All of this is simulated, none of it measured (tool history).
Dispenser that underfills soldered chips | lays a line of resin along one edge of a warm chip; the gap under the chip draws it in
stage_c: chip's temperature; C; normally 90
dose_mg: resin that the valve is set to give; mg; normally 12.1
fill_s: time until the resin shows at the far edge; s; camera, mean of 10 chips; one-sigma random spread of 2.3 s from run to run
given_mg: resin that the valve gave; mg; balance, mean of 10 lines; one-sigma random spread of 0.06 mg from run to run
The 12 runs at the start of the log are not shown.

Run 13, hour 95.3: usual settings but stage_c 100 C. Result: fill_s 224 s, given_mg 10.91 mg.
At hour 98.9: dispensing valve cleaned and set on the balance.
Run 14, hour 105.5: usual settings but stage_c 100 C, dose_mg 14.3 mg. Result: fill_s 334.2 s, given_mg 14.17 mg.
At hour 109.4: new syringe of resin.
Run 15, hour 113.7: usual settings but stage_c 100 C, dose_mg 14.3 mg. Result: fill_s 197 s, given_mg 14.24 mg.
Run 16, hour 120.1: usual settings but stage_c 100 C, dose_mg 14.3 mg. Result: fill_s 266 s, given_mg 14.13 mg.
At hour 128.8: new syringe of resin.
Run 17, hour 130.1: usual settings but dose_mg 14.6 mg. Result: fill_s 220.6 s, given_mg 14.44 mg.
Run 18, hour 140.3: usual settings but stage_c 104 C. Result: fill_s 250.2 s, given_mg 11.81 mg.
At hour 148: new syringe of resin.
Run 19, hour 148.6: usual settings but stage_c 89 C, dose_mg 14 mg. Result: fill_s 220.5 s, given_mg 13.73 mg.
Run 20, hour 155: usual settings but stage_c 93 C, dose_mg 12.7 mg. Result: fill_s 265.6 s, given_mg 12.38 mg.
Run 21, hour 164.8: usual settings but stage_c 88 C, dose_mg 15.2 mg. Result: fill_s 498.6 s, given_mg 14.75 mg.
At hour 167: new syringe of resin.
Run 22, hour 175.8: usual settings but stage_c 88 C, dose_mg 15.2 mg. Result: fill_s 338.2 s, given_mg 14.58 mg.
At hour 185.8: new syringe of resin.
Run 23, hour 186.8: usual settings but stage_c 78 C. Result: fill_s 323 s, given_mg 11.65 mg.
Run 24, hour 192.3: usual settings but dose_mg 14.6 mg. Result: fill_s 281.4 s, given_mg 13.93 mg.
Run 25, hour 197.8: usual settings but dose_mg 14.6 mg. Result: fill_s 363.6 s, given_mg 13.99 mg.
At hour 205.2: new syringe of resin.
Run 26, hour 209.3: usual settings but stage_c 92 C, dose_mg 14 mg. Result: fill_s 239.8 s, given_mg 13.23 mg.
Run 27, hour 219.5: usual settings but stage_c 92 C, dose_mg 14.1 mg. Result: fill_s 401 s, given_mg 13.3 mg.
At hour 224.5: new syringe of resin.
Run 28, hour 226.8: usual settings but stage_c 99 C, dose_mg 11.4 mg. Result: fill_s 188.1 s, given_mg 10.76 mg.
Run 29, hour 232.6: usual settings but stage_c 87 C, dose_mg 11.9 mg. Result: fill_s 348.9 s, given_mg 11.16 mg.
Run 30, hour 237.7: usual settings but stage_c 88 C, dose_mg 14.3 mg. Result: fill_s 419.8 s, given_mg 13.33 mg.
At hour 243.6: new syringe of resin.
Run 31, hour 245.6: usual settings but stage_c 99 C, dose_mg 11.2 mg. Result: fill_s 190.8 s, given_mg 10.4 mg.
Run 32, hour 255: usual settings but stage_c 99 C, dose_mg 11.2 mg. Result: fill_s 297.7 s, given_mg 10.24 mg.
At hour 262.4: new syringe of resin.
Run 33, hour 265.7: usual settings but stage_c 87 C, dose_mg 13.7 mg. Result: fill_s 270.1 s, given_mg 12.46 mg.
Run 34, hour 275.8: usual settings but stage_c 76 C, dose_mg 12 mg. Result: fill_s 640.1 s, given_mg 10.99 mg.
At hour 281.4: new syringe of resin.
Run 35, hour 284.9: usual settings but stage_c 76 C, dose_mg 12 mg. Result: fill_s 387.3 s, given_mg 10.84 mg.

Consider 3 possible next runs. They are alternatives, not a sequence: every one starts from the tool as it was left by run 35. What does each give?
Run A, hour 293.8: usual settings but stage_c 77 C, dose_mg 12.4 mg. Result: fill_s ?, given_mg ?.
Run B, hour 293.8: usual settings but stage_c 76 C, dose_mg 11.8 mg. Result: fill_s ?, given_mg ?.
Run C, hour 293.8: usual settings but stage_c 88 C. Result: fill_s ?, given_mg ?.

run  fill_s  given_mg
  A   578.2     11.15
  B   603.4     10.73
  C   415.8        11
Without the tool's unlogged condition, the same runs would have read:
run  fill_s  given_mg
  A     342     12.31
  B   355.2     11.85
  C   243.6     12.14

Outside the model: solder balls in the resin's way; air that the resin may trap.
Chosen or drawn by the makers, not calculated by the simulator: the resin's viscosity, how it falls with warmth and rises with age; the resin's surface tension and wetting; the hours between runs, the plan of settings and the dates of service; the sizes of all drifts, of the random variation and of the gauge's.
